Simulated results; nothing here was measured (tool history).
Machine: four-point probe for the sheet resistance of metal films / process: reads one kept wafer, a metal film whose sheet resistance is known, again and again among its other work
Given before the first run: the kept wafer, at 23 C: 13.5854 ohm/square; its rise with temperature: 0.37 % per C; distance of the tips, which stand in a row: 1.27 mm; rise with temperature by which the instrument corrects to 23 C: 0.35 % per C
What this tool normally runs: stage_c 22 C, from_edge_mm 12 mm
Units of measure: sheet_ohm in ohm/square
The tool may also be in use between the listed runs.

{"run": 1, "hour": 0.0, "stage_c": 22, "from_edge_mm": 12, "sheet_ohm": 13.723198}
{"run": 2, "hour": 10.3, "stage_c": 22, "from_edge_mm": 12, "sheet_ohm": 13.729511}
{"run": 3, "hour": 31.6, "stage_c": 22, "from_edge_mm": 13, "sheet_ohm": 13.717749}
{"run": 4, "hour": 50.9, "stage_c": 22, "from_edge_mm": 13, "sheet_ohm": 13.714421}
{"run": 5, "hour": 65.4, "stage_c": 22, "from_edge_mm": 13, "sheet_ohm": 13.721126}
{"run": 6, "hour": 87.2, "stage_c": 22, "from_edge_mm": 12, "sheet_ohm": 13.739272}
{"run": 7, "hour": 110.6, "stage_c": 29, "from_edge_mm": 12, "sheet_ohm": 13.753738}
{"run": 8, "hour": 128.8, "stage_c": 22, "from_edge_mm": 21, "sheet_ohm": 13.691253}
{"run": 9, "hour": 141.3, "stage_c": 22, "from_edge_mm": 21, "sheet_ohm": 13.688367}
{"run": 10, "hour": 155.1, "stage_c": 22, "from_edge_mm": 21, "sheet_ohm": 13.689328}
{"run": 11, "hour": 171.4, "stage_c": 22, "from_edge_mm": 21, "sheet_ohm": 13.691486}
{"run": 12, "hour": 196.6, "stage_c": 22, "from_edge_mm": 30, "sheet_ohm": 13.676874}
{"run": 13, "hour": 211.4, "stage_c": 22, "from_edge_mm": 30, "sheet_ohm": 13.677019}
{"run": 14, "hour": 232.9, "stage_c": 22, "from_edge_mm": 67, "sheet_ohm": 13.680604}
{"run": 15, "hour": 248.6, "stage_c": 23, "from_edge_mm": 5, "sheet_ohm": 14.139504}
{"run": 16, "hour": 271.9, "stage_c": 23, "from_edge_mm": 4, "sheet_ohm": 14.385499}
{"run": 17, "hour": 287.6, "stage_c": 23, "from_edge_mm": 4, "sheet_ohm": 14.382195}
{"run": 18, "hour": 305.4, "stage_c": 22, "from_edge_mm": 7, "sheet_ohm": 13.917699}
{"run": 19, "hour": 316.8, "stage_c": 22, "from_edge_mm": 21, "sheet_ohm": 13.716433}
{"run": 20, "hour": 341.4, "stage_c": 27, "from_edge_mm": 4, "sheet_ohm": 14.401341}
{"run": 21, "hour": 359.7, "stage_c": 27, "from_edge_mm": 4, "sheet_ohm": 14.402643}
{"run": 22, "hour": 378.8, "stage_c": 26, "from_edge_mm": 14, "sheet_ohm": 13.761174}
{"run": 23, "hour": 394.8, "stage_c": 33, "from_edge_mm": 50, "sheet_ohm": 13.724899}
{"run": 24, "hour": 410.7, "stage_c": 31, "from_edge_mm": 13, "sheet_ohm": 13.786998}
{"run": 25, "hour": 433.2, "stage_c": 32, "from_edge_mm": 5, "sheet_ohm": 14.182106}

Branching from run 25: 4 alternative next runs. What would each branch give?
{"run": "A", "hour": 449.0, "stage_c": 34, "from_edge_mm": 24, "sheet_ohm": "?"}
{"run": "B", "hour": 449.0, "stage_c": 19, "from_edge_mm": 64, "sheet_ohm": "?"}
{"run": "C", "hour": 449.0, "stage_c": 27, "from_edge_mm": 12, "sheet_ohm": "?"}
{"run": "D", "hour": 449.0, "stage_c": 23, "from_edge_mm": 16, "sheet_ohm": "?"}

run=A sheet_ohm=13.743761
run=B sheet_ohm=13.702568
run=C sheet_ohm=13.796858
run=D sheet_ohm=13.752751
With no hidden state in the tool, these same runs would have given:
run=A sheet_ohm=13.622821
run=B sheet_ohm=13.581633
run=C sheet_ohm=13.675332
run=D sheet_ohm=13.631497
